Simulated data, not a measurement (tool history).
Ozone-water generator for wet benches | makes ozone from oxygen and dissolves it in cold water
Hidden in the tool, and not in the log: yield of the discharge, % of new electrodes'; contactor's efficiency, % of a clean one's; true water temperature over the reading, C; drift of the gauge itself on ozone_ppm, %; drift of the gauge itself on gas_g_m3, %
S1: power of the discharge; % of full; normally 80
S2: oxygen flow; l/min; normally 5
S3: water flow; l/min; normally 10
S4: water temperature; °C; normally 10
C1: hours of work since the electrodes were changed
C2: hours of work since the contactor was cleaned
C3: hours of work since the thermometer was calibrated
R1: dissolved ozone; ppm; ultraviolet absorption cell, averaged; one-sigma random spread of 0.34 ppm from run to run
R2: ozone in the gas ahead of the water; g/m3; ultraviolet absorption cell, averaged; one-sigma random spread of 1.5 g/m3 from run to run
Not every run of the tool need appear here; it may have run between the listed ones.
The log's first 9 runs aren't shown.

| run | hour | S1 | S2 | S3 | S4 | C1 | C2 | C3 | R1 | R2 |
|---|---|---|---|---|---|---|---|---|---|---|
| 10 | 747.4 | 80 | 5 | 7 | 10 | 3183 | 4728 | 4600 | 58.4 | 256.3 |
| 11 | 826.8 | 80 | 5 | 7 | 10 | 3234 | 4779 | 4652 | 59 | 258.3 |
| 12 | 941 | 80 | 3.9 | 10 | 10 | 3308 | 4852 | 4725 | 46.5 | 297 |
| 13 | 1054.3 | 80 | 3.9 | 10 | 10 | 3381 | 4925 | 4798 | 46.9 | 295.3 |
| 14 | 1124.5 | 80 | 5 | 10 | 10 | 3426 | 4971 | 4843 | 46.5 | 256.8 |
| 15 | 1203.5 | 80 | 5 | 10 | 10 | 3477 | 5021 | 4894 | 45.9 | 256.5 |
|  | 1216.9 | contactor cleaned |
| 16 | 1290.5 | 80 | 5 | 10 | 10 | 3530 | 47 | 4948 | 45.1 | 258.5 |
| 17 | 1414.9 | 65 | 5 | 16 | 10 | 3611 | 128 | 5028 | 26.1 | 224.5 |
| 18 | 1498 | 65 | 5.09 | 11 | 5 | 3664 | 181 | 5081 | 39.8 | 222 |
| 19 | 1564.1 | 65 | 2.51 | 10 | 10 | 3707 | 224 | 5124 | 39.3 | 324.8 |
| 20 | 1627.7 | 65 | 2.51 | 10 | 10 | 3748 | 265 | 5165 | 39.5 | 326.7 |
| 21 | 1692.4 | 45 | 3.67 | 12 | 11 | 3789 | 306 | 5207 | 26.8 | 208.4 |

What will run 22 give?
| 22 | 1765.9 | 60 | 2.95 | 9 | 12 | 3837 | 354 | 5254 | ? | ? |

R1: 40.3 ppm
R2: 281.6 g/m3
Take away the tool's hidden state, keep the run-to-run variation as it was, and the same run would have given R1 48.3 ppm, R2 308.9 g/m3.

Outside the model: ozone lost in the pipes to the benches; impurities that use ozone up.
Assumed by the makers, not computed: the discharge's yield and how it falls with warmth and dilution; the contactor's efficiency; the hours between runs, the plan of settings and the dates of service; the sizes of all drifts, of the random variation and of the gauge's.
